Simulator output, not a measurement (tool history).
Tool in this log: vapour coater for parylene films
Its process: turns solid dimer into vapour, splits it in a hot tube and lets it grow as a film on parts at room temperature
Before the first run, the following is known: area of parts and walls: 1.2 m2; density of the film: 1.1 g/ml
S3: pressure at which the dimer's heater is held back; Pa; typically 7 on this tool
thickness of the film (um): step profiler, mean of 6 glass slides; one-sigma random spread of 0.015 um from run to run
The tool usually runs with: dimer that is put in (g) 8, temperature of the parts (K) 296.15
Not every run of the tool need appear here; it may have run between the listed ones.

run 1 hour=0 | dimer_that_is_put_in_(g)=8 temperature_of_the_parts_(K)=296.15 S3=7 | thickness_of_the_film_(um)=3.7
run 2 hour=59.7 | dimer_that_is_put_in_(g)=8 temperature_of_the_parts_(K)=296.15 S3=7 | thickness_of_the_film_(um)=3.71
run 3 hour=91.9 | dimer_that_is_put_in_(g)=8 temperature_of_the_parts_(K)=296.15 S3=3.5 | thickness_of_the_film_(um)=4.38
run 4 hour=135.5 | dimer_that_is_put_in_(g)=8 temperature_of_the_parts_(K)=296.15 S3=11.31 | thickness_of_the_film_(um)=3.31
-- hour=139.8 table's thermometer calibrated
run 5 hour=183.1 | dimer_that_is_put_in_(g)=8 temperature_of_the_parts_(K)=296.15 S3=11.31 | thickness_of_the_film_(um)=3.31
run 6 hour=233 | dimer_that_is_put_in_(g)=8 temperature_of_the_parts_(K)=296.15 S3=11.31 | thickness_of_the_film_(um)=3.32
run 7 hour=298.6 | dimer_that_is_put_in_(g)=8 temperature_of_the_parts_(K)=296.15 S3=11.31 | thickness_of_the_film_(um)=3.3
run 8 hour=356.3 | dimer_that_is_put_in_(g)=8 temperature_of_the_parts_(K)=296.15 S3=7 | thickness_of_the_film_(um)=3.71
run 9 hour=405.8 | dimer_that_is_put_in_(g)=8 temperature_of_the_parts_(K)=296.15 S3=7 | thickness_of_the_film_(um)=3.7
-- hour=470.8 trap's valve overhauled
run 10 hour=479.7 | dimer_that_is_put_in_(g)=8 temperature_of_the_parts_(K)=296.15 S3=7 | thickness_of_the_film_(um)=3.72
run 11 hour=515 | dimer_that_is_put_in_(g)=8 temperature_of_the_parts_(K)=296.15 S3=7 | thickness_of_the_film_(um)=3.71
run 12 hour=572.3 | dimer_that_is_put_in_(g)=8 temperature_of_the_parts_(K)=296.15 S3=4.79 | thickness_of_the_film_(um)=4.08
run 13 hour=607.8 | dimer_that_is_put_in_(g)=11 temperature_of_the_parts_(K)=296.15 S3=7 | thickness_of_the_film_(um)=5.14
run 14 hour=640 | dimer_that_is_put_in_(g)=13 temperature_of_the_parts_(K)=292.15 S3=5.63 | thickness_of_the_film_(um)=7.38
run 15 hour=675.6 | dimer_that_is_put_in_(g)=13 temperature_of_the_parts_(K)=292.15 S3=5.63 | thickness_of_the_film_(um)=7.37
run 16 hour=731.3 | dimer_that_is_put_in_(g)=13 temperature_of_the_parts_(K)=292.15 S3=5.63 | thickness_of_the_film_(um)=7.4
run 17 hour=778.5 | dimer_that_is_put_in_(g)=13 temperature_of_the_parts_(K)=292.15 S3=5.63 | thickness_of_the_film_(um)=7.35
run 18 hour=842.6 | dimer_that_is_put_in_(g)=13 temperature_of_the_parts_(K)=292.15 S3=5.63 | thickness_of_the_film_(um)=7.36
run 19 hour=905.1 | dimer_that_is_put_in_(g)=5 temperature_of_the_parts_(K)=289.15 S3=2.96 | thickness_of_the_film_(um)=3.7
run 20 hour=940.7 | dimer_that_is_put_in_(g)=5 temperature_of_the_parts_(K)=289.15 S3=2.96 | thickness_of_the_film_(um)=3.73
run 21 hour=973.5 | dimer_that_is_put_in_(g)=6 temperature_of_the_parts_(K)=289.15 S3=2.96 | thickness_of_the_film_(um)=4.45
run 22 hour=1033.6 | dimer_that_is_put_in_(g)=5 temperature_of_the_parts_(K)=288.15 S3=2.5 | thickness_of_the_film_(um)=3.74
run 23 hour=1100.4 | dimer_that_is_put_in_(g)=8 temperature_of_the_parts_(K)=296.15 S3=5.73 | thickness_of_the_film_(um)=3.88

Forecast each of these 3 alternatives for the next run:
run A hour=1139.3 | dimer_that_is_put_in_(g)=10 temperature_of_the_parts_(K)=289.15 S3=9.58 | thickness_of_the_film_(um)=?
run B hour=1139.3 | dimer_that_is_put_in_(g)=3 temperature_of_the_parts_(K)=302.15 S3=8.27 | thickness_of_the_film_(um)=?
run C hour=1139.3 | dimer_that_is_put_in_(g)=8 temperature_of_the_parts_(K)=296.15 S3=11.39 | thickness_of_the_film_(um)=?

run=A thickness_of_the_film_(um)=5.55
run=B thickness_of_the_film_(um)=1.07
run=C thickness_of_the_film_(um)=3.31
Without the tool's unlogged condition, the same runs would have read:
run=A thickness_of_the_film_(um)=5.57
run=B thickness_of_the_film_(um)=1.07
run=C thickness_of_the_film_(um)=3.32

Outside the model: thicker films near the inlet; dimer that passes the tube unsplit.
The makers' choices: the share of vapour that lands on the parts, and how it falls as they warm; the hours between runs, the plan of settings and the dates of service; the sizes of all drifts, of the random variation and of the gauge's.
